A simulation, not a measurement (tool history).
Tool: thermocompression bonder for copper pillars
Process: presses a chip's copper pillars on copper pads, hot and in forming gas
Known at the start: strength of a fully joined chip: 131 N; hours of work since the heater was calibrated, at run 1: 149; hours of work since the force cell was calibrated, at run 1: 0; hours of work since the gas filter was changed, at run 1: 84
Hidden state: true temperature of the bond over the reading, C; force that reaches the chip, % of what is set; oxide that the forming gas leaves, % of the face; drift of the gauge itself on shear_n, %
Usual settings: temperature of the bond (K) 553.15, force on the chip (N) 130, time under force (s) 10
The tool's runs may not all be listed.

| run | hour | temperature of the bond (K) | force on the chip (N) | time under force (s) | hours of work since the heater was calibrated | hours of work since the force cell was calibrated | hours of work since the gas filter was changed | force that shears a chip off (N) |
|---|---|---|---|---|---|---|---|---|
| 1 | 0 | 553.15 | 130 | 10 | 149 | 0 | 84 | 75.6 |
| 2 | 18.4 | 553.15 | 130 | 10 | 158 | 10 | 93 | 75.9 |
| 3 | 40.9 | 553.15 | 130 | 10 | 170 | 22 | 105 | 74.9 |
|  | 45.4 | forming gas filter changed |
| 4 | 55.7 | 553.15 | 130 | 10 | 177 | 29 | 5 | 79 |
| 5 | 77.1 | 553.15 | 130 | 10 | 188 | 40 | 16 | 76.2 |
| 6 | 110.3 | 553.15 | 130 | 10 | 206 | 58 | 34 | 77.2 |
| 7 | 132.8 | 553.15 | 130 | 10 | 217 | 69 | 45 | 76.6 |
| 8 | 151.9 | 553.15 | 130 | 10 | 227 | 79 | 55 | 76.6 |
| 9 | 165.8 | 553.15 | 130 | 10 | 234 | 86 | 63 | 77.3 |
| 10 | 190.3 | 553.15 | 130 | 10 | 247 | 99 | 75 | 75.7 |
| 11 | 213.4 | 553.15 | 130 | 10 | 259 | 111 | 87 | 77.8 |
| 12 | 239.7 | 553.15 | 130 | 10 | 273 | 125 | 101 | 75.1 |
|  | 252.1 | forming gas filter changed |
| 13 | 270.4 | 553.15 | 130 | 10 | 289 | 140 | 9 | 79.6 |
| 14 | 294 | 553.15 | 130 | 10 | 301 | 153 | 22 | 77.5 |
| 15 | 318.4 | 553.15 | 130 | 10 | 313 | 165 | 34 | 76.3 |
| 16 | 333.2 | 553.15 | 130 | 5 | 321 | 173 | 42 | 61.9 |
| 17 | 359.8 | 553.15 | 130 | 5 | 335 | 187 | 56 | 61.8 |
| 18 | 389.6 | 553.15 | 130 | 5 | 350 | 202 | 71 | 60.2 |
| 19 | 412.8 | 553.15 | 130 | 26 | 363 | 214 | 83 | 96.7 |
| 20 | 426.8 | 553.15 | 130 | 10 | 370 | 222 | 91 | 74 |
| 21 | 452.5 | 553.15 | 130 | 10 | 383 | 235 | 104 | 75.1 |
|  | 459.4 | forming gas filter changed |
| 22 | 475.8 | 528.15 | 134 | 10 | 395 | 247 | 9 | 57.9 |
| 23 | 502.3 | 578.15 | 133 | 12 | 409 | 261 | 22 | 102.9 |
| 24 | 522.3 | 545.15 | 99 | 15 | 419 | 271 | 33 | 69.5 |
| 25 | 548.5 | 544.15 | 130 | 9 | 433 | 285 | 46 | 69.4 |
| 26 | 575.6 | 544.15 | 130 | 9 | 447 | 299 | 60 | 67.2 |
| 27 | 589.6 | 554.15 | 130 | 15 | 454 | 306 | 68 | 87.8 |
| 28 | 608.6 | 553.15 | 97 | 9 | 464 | 316 | 78 | 61.5 |
| 29 | 625.3 | 541.15 | 79 | 11 | 473 | 325 | 86 | 50 |
| 30 | 643.2 | 541.15 | 79 | 11 | 482 | 334 | 96 | 48.6 |
| 31 | 662.6 | 541.15 | 79 | 11 | 492 | 344 | 106 | 49.2 |
|  | 665.7 | forming gas filter changed |
| 32 | 694.9 | 541.15 | 80 | 9 | 509 | 361 | 15 | 46.7 |
| 33 | 724 | 553.15 | 146 | 10 | 524 | 376 | 30 | 84.8 |
| 34 | 739.4 | 555.15 | 95 | 20 | 532 | 384 | 38 | 82 |
| 35 | 755.8 | 555.15 | 95 | 20 | 540 | 392 | 47 | 83.5 |
| 36 | 782 | 555.15 | 95 | 20 | 554 | 406 | 60 | 79.3 |
| 37 | 813.4 | 583.15 | 140 | 24 | 570 | 422 | 77 | 116.1 |
| 38 | 828.3 | 524.15 | 170 | 24 | 578 | 430 | 85 | 83.3 |
| 39 | 847.7 | 524.15 | 170 | 24 | 588 | 440 | 95 | 83.8 |

Forecast each of these 3 alternatives for the next run:
| A | 862.9 | 524.15 | 170 | 7 | 596 | 448 | 102 | ? |
| B | 862.9 | 523.15 | 104 | 10 | 596 | 448 | 102 | ? |
| C | 862.9 | 528.15 | 125 | 8 | 596 | 448 | 102 | ? |

| run | force that shears a chip off (N) |
|---|---|
| A | 56.3 |
| B | 43.4 |
| C | 50.1 |
Without the tool's hidden state the same runs would have given:
| run | force that shears a chip off (N) |
|---|---|
| A | 56.2 |
| B | 43.1 |
| C | 49.9 |

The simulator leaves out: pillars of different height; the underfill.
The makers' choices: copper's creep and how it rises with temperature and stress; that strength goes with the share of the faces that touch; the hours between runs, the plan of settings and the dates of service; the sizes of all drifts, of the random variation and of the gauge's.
